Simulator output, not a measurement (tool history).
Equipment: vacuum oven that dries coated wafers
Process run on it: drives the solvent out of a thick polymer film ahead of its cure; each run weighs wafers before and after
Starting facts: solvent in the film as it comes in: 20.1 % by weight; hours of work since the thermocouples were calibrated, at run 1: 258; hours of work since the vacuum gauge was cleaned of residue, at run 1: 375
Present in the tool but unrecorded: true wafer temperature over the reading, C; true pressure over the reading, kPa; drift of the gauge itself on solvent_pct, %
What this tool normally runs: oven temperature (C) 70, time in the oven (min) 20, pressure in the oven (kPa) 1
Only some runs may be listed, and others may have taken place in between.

run      day  oven temperature (C)  time in the oven (min)  pressure in the oven (kPa)  hours of work since the thermocouples were calibrated  hours of work since the vacuum gauge was cleaned of residue  solvent left in the film (%)
  1        0                    70                      20                           1                                                    258                                                          375                          3.29
  2    3.925                    70                      31                           1                                                    300                                                          417                          1.77
  3    8.179                    56                      20                           1                                                    346                                                          463                          9.24
  4   11.271                    56                      20                           1                                                    379                                                          496                          9.39
  5   14.146                    56                      20                           1                                                    410                                                          527                           9.4
  6   18.079                    56                      20                           1                                                    452                                                          569                          9.49
  7   21.158                    70                      20                           1                                                    485                                                          602                          3.19
  8     25.2                    70                      20                           1                                                    529                                                          645                           3.2
  9   27.604                    70                      20                           1                                                    554                                                          671                          3.12
 10   31.567                    70                      20                           1                                                    597                                                          714                          3.17
 11   34.629                    70                      20                        1.44                                                    630                                                          746                          3.54
 12   37.683                    70                      20                        1.44                                                    663                                                          779                          3.51
 13   40.688                    70                      20                        1.44                                                    695                                                          811                          3.47
 14   43.033                    70                      20                        1.44                                                    720                                                          837                           3.5
 15   47.379                    70                      20                        1.44                                                    767                                                          883                          3.45
 16   51.267                    70                      20                        3.33                                                    808                                                          925                          4.81
      53.229  -- oven's thermocouples calibrated
 17   53.804                    70                      11                           1                                                      6                                                          951                          6.03
 18   56.096                    70                      20                        1.23                                                     31                                                          976                          3.17
 19     59.9                    83                      27                        0.86                                                     72                                                         1017                          0.56
 20   62.458                    83                      23                        1.39                                                     99                                                         1044                          0.79
 21   66.338                    60                      23                        1.39                                                    141                                                         1086                          6.71
 22   69.921                    61                      20                           1                                                    179                                                         1124                          6.55
 23   73.296                    62                      20                        0.68                                                    215                                                         1160                          5.85
 24   76.646                    70                      20                        0.84                                                    251                                                         1196                           2.8
      78.279  -- oven's thermocouples calibrated, once more
 25   78.908                    69                      20                        0.74                                                      7                                                         1220                          3.64
 26   82.933                    69                      20                        0.74                                                     50                                                         1263                          3.65
 27   84.858                    84                      20                           1                                                     71                                                         1284                          0.73
 28   88.454                    63                      10                           1                                                    109                                                         1322                         10.19
 29   90.658                    63                      10                           1                                                    133                                                         1346                          9.98
 30   92.629                    63                      10                           1                                                    154                                                         1367                         10.09
 31   95.412                    63                      10                           1                                                    184                                                         1397                         10.06
 32   98.421                    63                      12                         2.3                                                    216                                                         1429                          9.97
 33  101.904                    63                      12                         2.3                                                    254                                                         1467                          9.94
 34  106.021                    81                      14                           1                                                    298                                                         1511                          1.61
 35  109.238                    62                      20                        0.58                                                    332                                                         1545                          6.37
 36  113.704                    70                      34                        0.58                                                    380                                                         1593                           1.4

What differs in the tool's unlogged condition from the final listed run ahead of each entry between runs to the first listed run following it?
In the gap between runs 16 and 17: oven's thermocouples calibrated (day 53.229)
  true wafer temperature over the reading, C: 0.95 -> 1.43; true pressure over the reading, kPa: 0.237 -> 0.244
  measured result minus the result with no hidden state, solvent left in the film (%): -0.2 -> -0.48
In the gap between runs 24 and 25: oven's thermocouples calibrated, once more (day 78.279)
  true wafer temperature over the reading, C: 1.73 -> 0.18; true pressure over the reading, kPa: 0.306 -> 0.313
  measured result minus the result with no hidden state, solvent left in the film (%): -0.37 -> +0.17

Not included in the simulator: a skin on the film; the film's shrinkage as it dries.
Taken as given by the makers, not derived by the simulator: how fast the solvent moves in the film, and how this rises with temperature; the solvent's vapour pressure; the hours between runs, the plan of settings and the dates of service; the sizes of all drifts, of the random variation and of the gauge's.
